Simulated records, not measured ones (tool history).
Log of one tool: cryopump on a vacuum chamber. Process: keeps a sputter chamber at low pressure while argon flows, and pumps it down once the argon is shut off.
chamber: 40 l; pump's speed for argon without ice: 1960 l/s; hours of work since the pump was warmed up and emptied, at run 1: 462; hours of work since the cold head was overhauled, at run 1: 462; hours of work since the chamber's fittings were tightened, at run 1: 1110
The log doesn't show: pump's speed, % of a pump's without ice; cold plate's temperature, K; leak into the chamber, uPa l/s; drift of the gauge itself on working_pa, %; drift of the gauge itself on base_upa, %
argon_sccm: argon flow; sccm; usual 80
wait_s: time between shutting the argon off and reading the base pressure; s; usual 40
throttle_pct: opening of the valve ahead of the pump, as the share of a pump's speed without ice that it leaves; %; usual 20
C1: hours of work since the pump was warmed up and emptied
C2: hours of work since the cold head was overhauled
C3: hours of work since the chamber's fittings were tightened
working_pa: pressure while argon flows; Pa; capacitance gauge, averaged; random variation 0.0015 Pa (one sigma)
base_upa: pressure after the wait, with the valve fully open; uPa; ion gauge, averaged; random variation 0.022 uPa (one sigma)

{"run": 1, "day": 0.0, "argon_sccm": 80, "wait_s": 40, "throttle_pct": 20, "C1": 462, "C2": 462, "C3": 1110, "working_pa": 0.3606, "base_upa": 1.86}
{"run": 2, "day": 0.75, "argon_sccm": 80, "wait_s": 40, "throttle_pct": 20, "C1": 476, "C2": 476, "C3": 1125, "working_pa": 0.3606, "base_upa": 1.89}
{"run": 3, "day": 1.267, "argon_sccm": 80, "wait_s": 40, "throttle_pct": 20, "C1": 486, "C2": 486, "C3": 1135, "working_pa": 0.3608, "base_upa": 1.97}
{"run": 4, "day": 1.796, "argon_sccm": 80, "wait_s": 40, "throttle_pct": 20, "C1": 497, "C2": 497, "C3": 1145, "working_pa": 0.3586, "base_upa": 1.98}
{"run": 5, "day": 2.492, "argon_sccm": 80, "wait_s": 40, "throttle_pct": 20, "C1": 510, "C2": 510, "C3": 1159, "working_pa": 0.3631, "base_upa": 2.0}
{"run": 6, "day": 3.158, "argon_sccm": 80, "wait_s": 40, "throttle_pct": 20, "C1": 523, "C2": 523, "C3": 1172, "working_pa": 0.3649, "base_upa": 2.04}
{"run": 7, "day": 3.604, "argon_sccm": 80, "wait_s": 40, "throttle_pct": 16, "C1": 532, "C2": 532, "C3": 1180, "working_pa": 0.4522, "base_upa": 2.04}
{"run": 8, "day": 4.158, "argon_sccm": 80, "wait_s": 40, "throttle_pct": 16, "C1": 543, "C2": 543, "C3": 1191, "working_pa": 0.4502, "base_upa": 2.05}
{"run": 9, "day": 4.95, "argon_sccm": 80, "wait_s": 40, "throttle_pct": 16, "C1": 558, "C2": 558, "C3": 1207, "working_pa": 0.4509, "base_upa": 2.06}
{"run": 10, "day": 6.021, "argon_sccm": 80, "wait_s": 40, "throttle_pct": 28, "C1": 579, "C2": 579, "C3": 1227, "working_pa": 0.2671, "base_upa": 2.16}
{"run": 11, "day": 6.571, "argon_sccm": 80, "wait_s": 40, "throttle_pct": 28, "C1": 590, "C2": 590, "C3": 1238, "working_pa": 0.2673, "base_upa": 2.19}
{"run": 12, "day": 7.617, "argon_sccm": 80, "wait_s": 40, "throttle_pct": 28, "C1": 610, "C2": 610, "C3": 1259, "working_pa": 0.2677, "base_upa": 2.18}
{"run": 13, "day": 8.121, "argon_sccm": 41, "wait_s": 40, "throttle_pct": 20, "C1": 620, "C2": 620, "C3": 1268, "working_pa": 0.1896, "base_upa": 2.1}
{"run": 14, "day": 9.188, "argon_sccm": 41, "wait_s": 40, "throttle_pct": 20, "C1": 641, "C2": 641, "C3": 1289, "working_pa": 0.1891, "base_upa": 2.24}
{"run": 15, "day": 10.208, "argon_sccm": 41, "wait_s": 40, "throttle_pct": 20, "C1": 660, "C2": 660, "C3": 1309, "working_pa": 0.1887, "base_upa": 2.34}
{"run": 16, "day": 10.712, "argon_sccm": 41, "wait_s": 40, "throttle_pct": 20, "C1": 670, "C2": 670, "C3": 1319, "working_pa": 0.1887, "base_upa": 2.28}
{"run": 17, "day": 11.517, "argon_sccm": 41, "wait_s": 40, "throttle_pct": 20, "C1": 686, "C2": 686, "C3": 1334, "working_pa": 0.1908, "base_upa": 2.41}
{"run": 18, "day": 12.504, "argon_sccm": 44, "wait_s": 24, "throttle_pct": 24, "C1": 705, "C2": 705, "C3": 1354, "working_pa": 0.173, "base_upa": 2.7}
{"run": 19, "day": 13.362, "argon_sccm": 44, "wait_s": 34, "throttle_pct": 24, "C1": 722, "C2": 722, "C3": 1370, "working_pa": 0.1739, "base_upa": 2.53}
{"run": 20, "day": 14.333, "argon_sccm": 80, "wait_s": 40, "throttle_pct": 47, "C1": 741, "C2": 741, "C3": 1389, "working_pa": 0.1764, "base_upa": 2.43}
{"day": 15.058, "done": "pump warmed up, emptied and cooled again"}
{"run": 21, "day": 15.058, "argon_sccm": 100, "wait_s": 124, "throttle_pct": 15, "C1": 0, "C2": 751, "C3": 1399, "working_pa": 0.577, "base_upa": 1.62}
{"run": 22, "day": 15.788, "argon_sccm": 100, "wait_s": 124, "throttle_pct": 15, "C1": 14, "C2": 765, "C3": 1413, "working_pa": 0.5784, "base_upa": 1.57}
{"run": 23, "day": 16.642, "argon_sccm": 66, "wait_s": 54, "throttle_pct": 29, "C1": 31, "C2": 781, "C3": 1430, "working_pa": 0.1983, "base_upa": 1.83}
{"run": 24, "day": 17.35, "argon_sccm": 66, "wait_s": 54, "throttle_pct": 29, "C1": 45, "C2": 795, "C3": 1444, "working_pa": 0.1961, "base_upa": 1.8}
{"run": 25, "day": 17.921, "argon_sccm": 66, "wait_s": 54, "throttle_pct": 29, "C1": 56, "C2": 806, "C3": 1455, "working_pa": 0.1985, "base_upa": 1.85}
{"run": 26, "day": 18.433, "argon_sccm": 66, "wait_s": 296, "throttle_pct": 29, "C1": 66, "C2": 816, "C3": 1465, "working_pa": 0.1979, "base_upa": 1.58}
{"run": 27, "day": 19.025, "argon_sccm": 66, "wait_s": 296, "throttle_pct": 29, "C1": 77, "C2": 828, "C3": 1476, "working_pa": 0.1993, "base_upa": 1.67}
{"run": 28, "day": 19.871, "argon_sccm": 92, "wait_s": 75, "throttle_pct": 46, "C1": 94, "C2": 844, "C3": 1493, "working_pa": 0.1767, "base_upa": 1.83}
{"run": 29, "day": 20.783, "argon_sccm": 52, "wait_s": 31, "throttle_pct": 52, "C1": 111, "C2": 862, "C3": 1511, "working_pa": 0.0883, "base_upa": 2.17}
{"run": 30, "day": 21.508, "argon_sccm": 74, "wait_s": 34, "throttle_pct": 58, "C1": 126, "C2": 876, "C3": 1525, "working_pa": 0.1145, "base_upa": 2.16}
{"run": 31, "day": 21.967, "argon_sccm": 74, "wait_s": 34, "throttle_pct": 58, "C1": 134, "C2": 885, "C3": 1534, "working_pa": 0.1142, "base_upa": 2.12}
{"run": 32, "day": 22.7, "argon_sccm": 74, "wait_s": 34, "throttle_pct": 58, "C1": 149, "C2": 899, "C3": 1548, "working_pa": 0.1142, "base_upa": 2.16}
{"run": 33, "day": 23.612, "argon_sccm": 80, "wait_s": 40, "throttle_pct": 18, "C1": 166, "C2": 917, "C3": 1566, "working_pa": 0.3905, "base_upa": 2.18}
{"run": 34, "day": 24.525, "argon_sccm": 80, "wait_s": 40, "throttle_pct": 18, "C1": 184, "C2": 935, "C3": 1584, "working_pa": 0.3923, "base_upa": 2.23}

Forecast each of these 3 alternatives for the next run:
{"run": "A", "day": 25.071, "argon_sccm": 75, "wait_s": 40, "throttle_pct": 20, "C1": 195, "C2": 946, "C3": 1594, "working_pa": "?", "base_upa": "?"}
{"run": "B", "day": 25.071, "argon_sccm": 66, "wait_s": 24, "throttle_pct": 24, "C1": 195, "C2": 946, "C3": 1594, "working_pa": "?", "base_upa": "?"}
{"run": "C", "day": 25.071, "argon_sccm": 117, "wait_s": 37, "throttle_pct": 18, "C1": 195, "C2": 946, "C3": 1594, "working_pa": "?", "base_upa": "?"}

run=A working_pa=0.3313 base_upa=2.26
run=B working_pa=0.2422 base_upa=2.51
run=C working_pa=0.5710 base_upa=2.27
Without the tool's hidden state the same runs would have given:
run=A working_pa=0.3248 base_upa=0.61
run=B working_pa=0.2365 base_upa=0.88
run=C working_pa=0.5610 base_upa=0.64
